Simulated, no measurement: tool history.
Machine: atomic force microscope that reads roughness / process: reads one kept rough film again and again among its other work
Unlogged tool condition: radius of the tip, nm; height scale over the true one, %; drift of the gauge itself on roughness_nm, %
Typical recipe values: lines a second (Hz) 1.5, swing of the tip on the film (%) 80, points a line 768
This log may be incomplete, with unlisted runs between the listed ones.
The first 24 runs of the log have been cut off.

run    hour  lines a second (Hz)  swing of the tip on the film (%)  points a line  pictures with this tip  hours of work since the height scale was calibrated  roughness of the kept film (nm (root mean square))
 25  1163.9                 0.89                                66            314                     124                                                   82                                               3.607
       1176  -- new tip fitted
 26  1222.1                 0.89                                66            314                      88                                                  123                                               3.869
       1250  -- new tip fitted
 27  1262.5                 1.87                                80            614                      24                                                  151                                               4.083
     1323.4  -- new tip fitted
 28  1323.5                 2.96                                70            402                       0                                                  194                                               4.299
 29  1371.3                 2.96                                70            402                      92                                                  228                                               3.559
     1398.4  -- new tip fitted
 30  1431.6                 2.96                                70            402                      64                                                  270                                               3.728
     1473.1  -- new tip fitted
 31    1498                 2.54                                85            768                      48                                                  317                                               3.631
 32  1540.1                 2.54                                85            768                     129                                                  347                                               3.121
     1549.2  -- new tip fitted
 33  1596.2                 3.23                                80            372                      91                                                  386                                               3.282
     1624.2  -- new tip fitted
 34  1649.8                 2.95                                80            538                      50                                                  424                                               3.659
     1697.6  -- new tip fitted
 35  1701.8                 3.81                                80            305                       8                                                  461                                                 3.8
 36  1742.3                 3.81                                80            305                      86                                                  489                                               3.199
     1772.3  -- new tip fitted
 37  1807.4                 1.87                                80            662                      68                                                  535                                               3.724
       1846  -- new tip fitted
 38    1856                 1.87                                80            662                      19                                                  569                                               4.108
 39  1892.6                 2.33                                62            439                      90                                                  595                                               3.707
     1919.2  -- new tip fitted
 40  1959.4                 2.33                                62            439                      77                                                  642                                               3.797
     1996.3  -- new tip fitted
 41  2026.9                  1.5                                66            768                      59                                                  690                                               4.071
     2070.2  -- new tip fitted
 42  2071.9                  1.5                                66            768                       3                                                  721                                                4.57
 43  2100.3                 0.67                                80            344                      58                                                  741                                               4.067
     2146.3  -- new tip fitted
 44    2151                 0.67                                80            344                       9                                                  777                                               4.486
 45    2187                  1.5                                87            324                      79                                                  802                                               3.519
     2219.6  -- new tip fitted
 46  2243.9                 2.68                                80            391                      47                                                  842                                               3.653

Forecast each of these 5 alternatives for the next run:
     2293.7  -- new tip fitted
  A  2311.5                  1.5                                68            768                      34                                                  890                                                   ?
     2293.7  -- new tip fitted
  B  2311.5                 0.78                                61            327                      34                                                  890                                                   ?
     2293.7  -- new tip fitted
  C  2311.5                 2.68                                55            333                      34                                                  890                                                   ?
     2293.7  -- new tip fitted
  D  2311.5                 2.06                                80            293                      34                                                  890                                                   ?
     2293.7  -- new tip fitted
  E  2311.5                  0.9                                58            401                      34                                                  890                                                   ?

run  roughness of the kept film (nm (root mean square))
  A                                               4.181
  B                                               4.355
  C                                               4.229
  D                                               3.877
  E                                               4.367
With the hidden condition removed and each run's random variation left untouched, the same runs would have given:
run  roughness of the kept film (nm (root mean square))
  A                                               4.571
  B                                               4.762
  C                                               4.624
  D                                               4.239
  E                                               4.775
